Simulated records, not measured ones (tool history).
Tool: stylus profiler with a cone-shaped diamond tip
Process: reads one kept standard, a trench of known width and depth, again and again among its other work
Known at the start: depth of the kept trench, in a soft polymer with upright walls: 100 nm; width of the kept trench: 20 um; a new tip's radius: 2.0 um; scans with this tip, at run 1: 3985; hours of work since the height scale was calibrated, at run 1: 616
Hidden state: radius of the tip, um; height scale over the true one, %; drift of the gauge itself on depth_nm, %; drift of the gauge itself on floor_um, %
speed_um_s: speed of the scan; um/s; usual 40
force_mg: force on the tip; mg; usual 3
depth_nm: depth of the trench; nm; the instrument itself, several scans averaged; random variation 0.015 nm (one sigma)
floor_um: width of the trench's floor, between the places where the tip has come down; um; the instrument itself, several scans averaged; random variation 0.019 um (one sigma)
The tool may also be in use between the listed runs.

run	hour	speed_um_s	force_mg	scans with this tip	hours of work since the height scale was calibrated	depth_nm	floor_um
1	0	40	3	3985	616	101.92	18.59
2	49.9	40	3	4196	648	101.93	18.59
3	100.2	40	3	4408	681	101.91	18.58
4	153.5	40	3	4633	716	101.91	18.57
5	186.1	40	3	4771	737	101.94	18.57
6	241.3	40	3	5003	773	101.92	18.56
7	286.9	52	3	5196	803	101.93	18.52
8	326.2	52	3	5361	828	101.94	18.51
9	367	52	3	5534	855	101.92	18.54
10	412.1	52	3	5724	884	101.93	18.52
11	445.3	52	3	5864	906	101.98	18.54
12	501.9	40	3	6103	943	101.98	18.55
13	557.5	60	3	6337	979	101.97	18.5
14	581.2	60	3	6438	995	101.98	18.47
15	620.6	11	1.27	6604	1020	101.16	18.61
16	644.3	11	1.27	6704	1036	101.15	18.59
17	687.5	10	6.77	6886	1064	103.3	18.63
# hour 692.4: height scale calibrated on a step standard
18	743.9	64	1.96	7122	34	101.58	18.43
19	768.5	50	3	7226	50	102	18.49
20	815	41	1.18	7422	80	101.21	18.47
21	846.7	74	3	7556	101	102.03	18.45
22	870.9	40	1.26	7658	116	101.23	18.47

Run 23 comes next. What will it give?
23	902	40	1.26	7789	137	?	?

{"run 23": {"depth_nm": 101.24, "floor_um": 18.45}}
Without the tool's hidden state the same run would have given depth_nm 101 nm, floor_um 18.58 um.
